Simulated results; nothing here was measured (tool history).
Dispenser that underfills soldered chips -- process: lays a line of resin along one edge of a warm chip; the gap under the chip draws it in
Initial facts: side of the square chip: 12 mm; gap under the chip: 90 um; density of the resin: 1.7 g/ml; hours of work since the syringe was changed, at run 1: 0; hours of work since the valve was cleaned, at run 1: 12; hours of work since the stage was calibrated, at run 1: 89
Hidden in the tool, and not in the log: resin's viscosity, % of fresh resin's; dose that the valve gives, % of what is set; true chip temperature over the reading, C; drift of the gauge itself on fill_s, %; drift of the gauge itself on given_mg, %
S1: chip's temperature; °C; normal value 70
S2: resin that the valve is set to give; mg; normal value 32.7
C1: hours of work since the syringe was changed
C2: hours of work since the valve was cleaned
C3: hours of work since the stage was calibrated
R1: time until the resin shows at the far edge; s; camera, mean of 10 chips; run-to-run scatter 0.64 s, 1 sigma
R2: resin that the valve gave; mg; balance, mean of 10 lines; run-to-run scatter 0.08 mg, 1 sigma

run,hour,S1,S2,C1,C2,C3,R1,R2
1,0,70,32.7,0,12,89,56,32.5
# hour 14: new syringe of resin
2,16.9,70,32.7,2,22,99,60.5,32.26
3,24.7,70,37.4,7,27,104,76.7,36.8
# hour 28.7: new syringe of resin
4,41.3,70,37.4,8,37,114,80.1,36.55
# hour 44: new syringe of resin
5,55.1,70,32.7,7,46,123,80.6,31.78
# hour 57.2: dispensing valve cleaned and set on the balance
# hour 59.5: new syringe of resin
6,70.7,70,32.7,7,8,132,79.3,32.72
# hour 75: new syringe of resin
7,80.3,70,32.7,3,14,138,64.1,32.65
# hour 90.1: new syringe of resin
8,90.1,70,32.7,0,20,144,54.8,32.42
# hour 105: new syringe of resin
9,106.8,70,32.7,1,31,154,59,32.21
10,116.4,70,37.3,7,37,160,78,36.82
# hour 120.4: new syringe of resin
11,124.8,70,37.3,3,42,165,61.3,36.54
# hour 133.5: dispensing valve cleaned and set on the balance
# hour 136.1: new syringe of resin
12,136.1,70,37.3,0,1,172,52.2,37.26
# hour 151.4: new syringe of resin
13,152,70,32.7,0,11,182,53.4,32.43
14,163.1,70,32.7,7,18,189,77.6,32.38
# hour 167: new syringe of resin
15,173.3,70,32.7,4,25,195,67.3,32.31
# hour 181.7: new syringe of resin
16,185.9,70,32.7,3,32,203,61.9,32.08
# hour 197.2: new syringe of resin
17,198.7,70,32.7,1,40,210,56.9,32.09
# hour 209.7: dispensing valve cleaned and set on the balance
# hour 214.3: new syringe of resin
18,216.5,74,32.7,1,4,221,50.4,32.68
# hour 228.9: new syringe of resin
19,233.3,74,32.7,3,14,231,53.7,32.36
20,243.1,74,32.7,9,21,238,74.7,32.21
# hour 244.9: new syringe of resin
21,258,74,32.7,8,30,247,74,32.15
# hour 259.8: new syringe of resin
22,266.1,55,32.4,4,35,252,113.2,31.6
# hour 274.4: new syringe of resin
23,276.9,55,32.4,2,41,258,99,31.59
# hour 286.4: dispensing valve cleaned and set on the balance
24,286.4,55,32.4,7,0,264,130.3,32.32
# hour 290.4: new syringe of resin
25,302,55,32.4,7,10,273,133.7,32.07
# hour 305.5: new syringe of resin
26,309.2,58,42.3,2,14,278,88.1,41.91
# hour 320.3: new syringe of resin
27,325.3,78,30.4,3,24,288,47.4,29.98
# hour 335: new syringe of resin
28,335,59,32.7,0,30,294,76.9,32.12

The next listed run, before its measurement:
# hour 350.1: new syringe of resin
29,350.3,59,32.7,0,39,303,?,?

{"run 29": {"R1": 77.4, "R2": 32.07}}
Were there no unlogged condition in the tool, this run, its random variation unchanged, would have produced R1 82.6 s, R2 32.79 mg.
